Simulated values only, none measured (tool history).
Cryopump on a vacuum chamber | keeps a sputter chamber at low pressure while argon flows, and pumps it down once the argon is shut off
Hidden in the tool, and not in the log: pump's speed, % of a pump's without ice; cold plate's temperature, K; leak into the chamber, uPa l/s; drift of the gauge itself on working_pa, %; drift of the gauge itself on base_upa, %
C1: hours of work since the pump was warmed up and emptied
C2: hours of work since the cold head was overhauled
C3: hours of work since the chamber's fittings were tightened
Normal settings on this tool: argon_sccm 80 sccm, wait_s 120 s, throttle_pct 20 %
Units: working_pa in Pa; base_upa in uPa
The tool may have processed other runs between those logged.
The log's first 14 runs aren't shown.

Run 15, day 21.421: usual settings; C1 619; C2 619; C3 1697. Result: working_pa 0.2965 Pa, base_upa 0.83 uPa.
Run 16, day 23.179: usual settings but argon_sccm 38 sccm; C1 649; C2 649; C3 1727. Result: working_pa 0.1405 Pa, base_upa 0.87 uPa.
Run 17, day 24.558: usual settings; C1 672; C2 672; C3 1751. Result: working_pa 0.2949 Pa, base_upa 0.85 uPa.
Run 18, day 25.688: usual settings but wait_s 186 s; C1 691; C2 691; C3 1770. Result: working_pa 0.2967 Pa, base_upa 0.83 uPa.
Run 19, day 27.629: usual settings but wait_s 186 s; C1 724; C2 724; C3 1803. Result: working_pa 0.2968 Pa, base_upa 0.84 uPa.
Run 20, day 29.612: usual settings but argon_sccm 92 sccm, wait_s 36 s; C1 758; C2 758; C3 1837. Result: working_pa 0.3403 Pa, base_upa 1.20 uPa.
Run 21, day 31.067: usual settings but argon_sccm 92 sccm, wait_s 36 s; C1 783; C2 783; C3 1862. Result: working_pa 0.3430 Pa, base_upa 1.27 uPa.
Run 22, day 32.592: usual settings but argon_sccm 82 sccm, wait_s 143 s; C1 809; C2 809; C3 1888. Result: working_pa 0.3043 Pa, base_upa 0.92 uPa.
Run 23, day 34.596: usual settings but argon_sccm 82 sccm, wait_s 143 s; C1 843; C2 843; C3 1922. Result: working_pa 0.3066 Pa, base_upa 0.97 uPa.
Run 24, day 35.408: usual settings but argon_sccm 94 sccm, throttle_pct 18 %; C1 857; C2 857; C3 1936. Result: working_pa 0.3885 Pa, base_upa 0.97 uPa.
Run 25, day 37.242: usual settings but argon_sccm 94 sccm, wait_s 103 s, throttle_pct 35 %; C1 888; C2 888; C3 1967. Result: working_pa 0.2126 Pa, base_upa 1.02 uPa.
Run 26, day 38.608: usual settings but argon_sccm 94 sccm, wait_s 103 s, throttle_pct 35 %; C1 911; C2 911; C3 1990. Result: working_pa 0.2108 Pa, base_upa 1.04 uPa.
At day 40.446: pump warmed up, emptied and cooled again.
Run 27, day 40.446: usual settings but wait_s 30 s, throttle_pct 32 %; C1 0; C2 939; C3 2018. Result: working_pa 0.1769 Pa, base_upa 1.24 uPa.
Run 28, day 41.488: usual settings but wait_s 30 s, throttle_pct 32 %; C1 18; C2 957; C3 2035. Result: working_pa 0.1759 Pa, base_upa 1.20 uPa.
Run 29, day 42.850: usual settings but argon_sccm 69 sccm, wait_s 39 s, throttle_pct 18 %; C1 41; C2 980; C3 2059. Result: working_pa 0.2732 Pa, base_upa 1.10 uPa.
Run 30, day 44.733: usual settings but argon_sccm 68 sccm, wait_s 44 s, throttle_pct 60 %; C1 73; C2 1012; C3 2091. Result: working_pa 0.0826 Pa, base_upa 1.12 uPa.
Run 31, day 46.646: usual settings but argon_sccm 39 sccm, wait_s 82 s, throttle_pct 56 %; C1 106; C2 1045; C3 2123. Result: working_pa 0.0492 Pa, base_upa 0.94 uPa.
Run 32, day 47.904: usual settings but wait_s 220 s, throttle_pct 23 %; C1 127; C2 1066; C3 2145. Result: working_pa 0.2477 Pa, base_upa 0.79 uPa.
Run 33, day 49.367: usual settings but wait_s 220 s, throttle_pct 23 %; C1 152; C2 1091; C3 2170. Result: working_pa 0.2482 Pa, base_upa 0.80 uPa.
Run 34, day 50.842: usual settings but wait_s 220 s, throttle_pct 23 %; C1 177; C2 1116; C3 2195. Result: working_pa 0.2493 Pa, base_upa 0.85 uPa.
Run 35, day 51.812: usual settings but wait_s 108 s, throttle_pct 23 %; C1 194; C2 1133; C3 2211. Result: working_pa 0.2480 Pa, base_upa 0.93 uPa.

Here are 3 independent what-if runs from the current tool condition. What would each one return?
Run A, day 53.246: usual settings but argon_sccm 67 sccm, wait_s 278 s, throttle_pct 43 %; C1 218; C2 1157; C3 2236. Result: working_pa ?, base_upa ?.
Run B, day 53.246: usual settings but argon_sccm 53 sccm, wait_s 87 s; C1 218; C2 1157; C3 2236. Result: working_pa ?, base_upa ?.
Run C, day 53.246: usual settings but throttle_pct 45 %; C1 218; C2 1157; C3 2236. Result: working_pa ?, base_upa ?.

run  working_pa  base_upa
  A      0.1127      0.85
  B      0.1909      0.97
  C      0.1303      0.93
Had the tool no hidden state, the same runs would have come out as:
run  working_pa  base_upa
  A      0.1093      0.17
  B      0.1883      0.31
  C      0.1263      0.25
